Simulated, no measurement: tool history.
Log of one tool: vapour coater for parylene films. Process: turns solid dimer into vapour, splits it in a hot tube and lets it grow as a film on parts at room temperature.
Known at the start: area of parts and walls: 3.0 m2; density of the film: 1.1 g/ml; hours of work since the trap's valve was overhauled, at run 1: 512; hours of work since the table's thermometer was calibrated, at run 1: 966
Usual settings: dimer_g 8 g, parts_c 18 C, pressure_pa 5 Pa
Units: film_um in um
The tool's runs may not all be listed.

| run | hour | dimer_g | parts_c | pressure_pa | hours of work since the trap's valve was overhauled | hours of work since the table's thermometer was calibrated | film_um |
|---|---|---|---|---|---|---|---|
| 1 | 0 | 8 | 18 | 5 | 512 | 966 | 1.932 |
| 2 | 21 | 8 | 18 | 5 | 531 | 985 | 1.909 |
| 3 | 34 | 8 | 18 | 5 | 542 | 996 | 1.928 |
| 4 | 60.2 | 8 | 18 | 5 | 566 | 1020 | 1.907 |
| 5 | 74.3 | 10 | 18 | 5 | 578 | 1032 | 2.374 |
| 6 | 92.1 | 10 | 18 | 5 | 594 | 1048 | 2.378 |
| 7 | 107.2 | 7 | 18 | 5 | 607 | 1061 | 1.678 |
| 8 | 121 | 7 | 18 | 5 | 620 | 1074 | 1.659 |
| 9 | 145 | 8 | 18 | 5 | 641 | 1095 | 1.924 |
|  | 155.3 | trap's valve overhauled |
| 10 | 167.5 | 8 | 18 | 3.25 | 11 | 1111 | 2.129 |
| 11 | 191.3 | 7 | 18 | 3.25 | 32 | 1133 | 1.84 |
| 12 | 205 | 7 | 18 | 3.25 | 44 | 1145 | 1.859 |
| 13 | 227.8 | 7 | 18 | 3.25 | 64 | 1165 | 1.85 |
| 14 | 244.6 | 8 | 18 | 6.59 | 79 | 1180 | 1.797 |
| 15 | 271.2 | 7 | 18 | 7.11 | 103 | 1204 | 1.552 |

Run 16 comes next. What will it give?
| 16 | 298 | 7 | 18 | 7.11 | 127 | 1227 | ? |

{"run 16": {"film_um": 1.551}}
Without the tool's hidden state the same run would have given film_um 1.55 um.
